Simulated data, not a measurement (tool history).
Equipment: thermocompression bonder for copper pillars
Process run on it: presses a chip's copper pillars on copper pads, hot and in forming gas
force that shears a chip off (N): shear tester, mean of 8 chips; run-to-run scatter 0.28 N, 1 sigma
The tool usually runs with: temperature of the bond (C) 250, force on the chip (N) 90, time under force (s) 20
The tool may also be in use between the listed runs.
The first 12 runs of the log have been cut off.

run	hour	temperature of the bond (C)	force on the chip (N)	time under force (s)	hours of work since the heater was calibrated	hours of work since the force cell was calibrated	hours of work since the gas filter was changed	force that shears a chip off (N)
13	203.2	250	59	20	1152	532	119	45.0
14	221.1	250	59	20	1161	541	128	45.0
15	242.5	250	59	20	1172	551	139	45.5
16	258.9	250	90	22	1180	560	147	64.0
17	276.4	247	90	22	1189	568	155	62.3
18	289.1	236	68	18	1195	575	162	42.0
19	303.4	263	90	35	1202	582	169	74.2
20	323.1	263	90	35	1212	591	179	74.0
21	340.4	250	87	20	1221	600	187	60.9
22	349.5	222	107	58	1225	605	192	68.9
23	369.7	222	107	58	1235	615	202	69.0
24	382.5	222	55	58	1241	621	208	43.7
25	394.3	276	55	31	1247	627	214	60.7
26	404.0	266	90	11	1252	632	219	60.9
27	420.3	221	84	18	1260	640	227	42.3
28	431.0	251	54	14	1266	645	232	37.0
29	452.6	243	75	51	1276	656	243	64.9
30	471.6	243	75	51	1286	665	252	64.0
31	490.7	265	58	20	1295	675	262	51.4

Forecast each of these 4 alternatives for the next run:
A	500.2	229	133	22	1300	679	267	?
B	500.2	253	90	20	1300	679	267	?
C	500.2	221	64	40	1300	679	267	?
D	500.2	250	73	20	1300	679	267	?

run	force that shears a chip off (N)
A	66.9
B	62.9
C	43.2
D	53.5
Take away the tool's hidden state, keep each run's random variation, and the runs would have read:
run	force that shears a chip off (N)
A	66.0
B	61.9
C	40.8
D	51.8

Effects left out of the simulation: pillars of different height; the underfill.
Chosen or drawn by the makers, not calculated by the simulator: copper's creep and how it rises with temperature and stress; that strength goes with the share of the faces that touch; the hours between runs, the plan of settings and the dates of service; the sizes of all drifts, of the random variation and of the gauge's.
